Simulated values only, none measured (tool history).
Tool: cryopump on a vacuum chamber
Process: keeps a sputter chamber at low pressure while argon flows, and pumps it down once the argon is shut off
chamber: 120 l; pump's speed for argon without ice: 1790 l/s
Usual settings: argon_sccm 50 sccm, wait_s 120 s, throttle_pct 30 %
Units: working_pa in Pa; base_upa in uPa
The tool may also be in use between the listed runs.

Run 1, hour 0: usual settings. Result: working_pa 0.1662 Pa, base_upa 0.69 uPa.
Run 2, hour 59.7: usual settings. Result: working_pa 0.1673 Pa, base_upa 0.73 uPa.
Run 3, hour 101.4: usual settings. Result: working_pa 0.1685 Pa, base_upa 0.77 uPa.
Run 4, hour 148.2: usual settings. Result: working_pa 0.1686 Pa, base_upa 0.78 uPa.
Run 5, hour 179.8: usual settings. Result: working_pa 0.1707 Pa, base_upa 0.76 uPa.
At hour 210.3: pump warmed up, emptied and cooled again.
Run 6, hour 235.2: usual settings. Result: working_pa 0.159 Pa, base_upa 0.68 uPa.
Run 7, hour 277.2: usual settings. Result: working_pa 0.159 Pa, base_upa 0.67 uPa.
Run 8, hour 316.7: usual settings. Result: working_pa 0.1593 Pa, base_upa 0.7 uPa.
Run 9, hour 359.4: usual settings. Result: working_pa 0.1607 Pa, base_upa 0.69 uPa.
Run 10, hour 404.9: usual settings but argon_sccm 73 sccm. Result: working_pa 0.2351 Pa, base_upa 0.68 uPa.
Run 11, hour 430.5: usual settings but argon_sccm 30 sccm, wait_s 75 s, throttle_pct 17 %. Result: working_pa 0.169 Pa, base_upa 0.92 uPa.
Run 12, hour 482.9: usual settings but argon_sccm 30 sccm, wait_s 75 s, throttle_pct 17 %. Result: working_pa 0.168 Pa, base_upa 0.91 uPa.
Run 13, hour 525.9: usual settings but argon_sccm 33 sccm, wait_s 230 s, throttle_pct 23 %. Result: working_pa 0.1399 Pa, base_upa 0.61 uPa.
Run 14, hour 571.2: usual settings but argon_sccm 29 sccm, wait_s 230 s, throttle_pct 23 %. Result: working_pa 0.1237 Pa, base_upa 0.59 uPa.
Run 15, hour 621.1: usual settings but argon_sccm 55 sccm, wait_s 197 s. Result: working_pa 0.1817 Pa, base_upa 0.66 uPa.
Run 16, hour 652.2: usual settings but argon_sccm 34 sccm, wait_s 197 s, throttle_pct 21 %. Result: working_pa 0.1582 Pa, base_upa 0.65 uPa.
Run 17, hour 712.8: usual settings but argon_sccm 22 sccm, wait_s 197 s, throttle_pct 21 %. Result: working_pa 0.1029 Pa, base_upa 0.69 uPa.
Run 18, hour 766.3: usual settings but argon_sccm 45 sccm, wait_s 23 s, throttle_pct 17 %. Result: working_pa 0.2618 Pa, base_upa 2.12 uPa.
Run 19, hour 810.5: usual settings but argon_sccm 67 sccm, wait_s 111 s, throttle_pct 29 %. Result: working_pa 0.2342 Pa, base_upa 0.84 uPa.
Run 20, hour 846.6: usual settings but argon_sccm 26 sccm, wait_s 282 s, throttle_pct 34 %. Result: working_pa 0.0791 Pa, base_upa 0.65 uPa.

Forecast each of these 3 alternatives for the next run:
Run A, hour 872.9: usual settings but argon_sccm 60 sccm, wait_s 36 s, throttle_pct 34 %. Result: working_pa ?, base_upa ?.
Run B, hour 872.9: usual settings but argon_sccm 26 sccm, wait_s 56 s, throttle_pct 39 %. Result: working_pa ?, base_upa ?.
Run C, hour 872.9: usual settings but argon_sccm 26 sccm, wait_s 219 s, throttle_pct 42 %. Result: working_pa ?, base_upa ?.

run  working_pa  base_upa
  A      0.1826      1.57
  B      0.0698      1.17
  C       0.066      0.69
Without the tool's hidden state the same runs would have given:
run  working_pa  base_upa
  A      0.1663       1.2
  B      0.0628      0.81
  C      0.0589      0.32
